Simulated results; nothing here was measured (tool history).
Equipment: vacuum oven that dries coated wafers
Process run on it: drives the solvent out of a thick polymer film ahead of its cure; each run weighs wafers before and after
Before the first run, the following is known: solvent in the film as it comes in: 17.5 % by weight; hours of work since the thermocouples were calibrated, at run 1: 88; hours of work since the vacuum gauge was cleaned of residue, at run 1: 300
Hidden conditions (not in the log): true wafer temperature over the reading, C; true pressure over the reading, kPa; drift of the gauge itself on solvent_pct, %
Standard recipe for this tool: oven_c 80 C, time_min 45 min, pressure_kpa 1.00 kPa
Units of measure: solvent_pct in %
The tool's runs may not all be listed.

run,hour,oven_c,time_min,pressure_kpa,hours of work since the thermocouples were calibrated,hours of work since the vacuum gauge was cleaned of residue,solvent_pct
1,0.0,80,45,1.00,88,300,1.54
2,19.0,80,45,1.00,103,315,1.65
3,27.6,80,36,1.00,110,322,2.21
4,36.3,80,45,1.00,117,329,1.59
5,47.9,80,45,1.00,126,338,1.59
6,62.9,81,45,1.00,138,350,1.39
7,71.4,80,28,1.00,144,356,3.16
8,82.0,94,45,1.00,153,365,0.33
9,91.0,80,45,1.26,160,372,1.69
10,109.6,80,45,1.00,174,387,1.61
11,121.4,80,45,1.00,184,396,1.60
12,140.0,80,45,1.00,198,411,1.54
13,155.0,80,45,1.00,210,422,1.66
14,165.6,86,45,1.00,218,431,0.74
15,176.4,86,45,1.00,227,439,0.77
16,190.6,86,45,1.00,238,450,0.68
17,199.8,86,45,1.00,245,458,0.75
18,219.7,80,28,1.00,261,473,3.27
19,238.2,80,28,1.00,276,488,3.27
20,254.4,80,45,0.61,288,501,1.39
21,265.2,80,45,1.00,297,509,1.66
22,284.1,80,45,1.00,312,524,1.68
23,293.6,80,45,1.00,319,532,1.76
24,310.9,80,45,1.00,333,545,1.76
25,321.4,80,42,3.94,341,553,3.51
26,340.1,67,28,1.00,356,568,8.75
27,358.3,67,28,1.00,370,583,8.83
28,376.9,67,28,1.00,385,597,8.63
29,394.1,76,25,1.11,398,611,5.58
30,409.7,76,25,1.11,411,623,5.75
31,422.7,76,25,1.11,421,633,5.78
32,439.2,76,25,1.11,434,646,5.64
33,448.5,80,45,0.65,441,654,1.57
34,467.6,69,65,1.00,456,669,3.99
35,476.6,94,65,0.66,463,676,0.30
36,490.4,74,69,1.41,474,687,2.45
37,505.2,84,58,1.00,486,698,0.70
38,520.5,75,28,0.57,498,710,5.53
39,536.5,75,28,0.57,511,723,5.32
40,557.0,75,28,0.57,527,739,5.37
41,572.3,75,28,0.57,539,751,5.40

What does the tool deliver on the next run?
42,592.7,79,28,1.55,555,767,?

solvent_pct: 4.20 %
The same run, on a tool lacking any hidden state, would have yielded solvent_pct 3.51 %.

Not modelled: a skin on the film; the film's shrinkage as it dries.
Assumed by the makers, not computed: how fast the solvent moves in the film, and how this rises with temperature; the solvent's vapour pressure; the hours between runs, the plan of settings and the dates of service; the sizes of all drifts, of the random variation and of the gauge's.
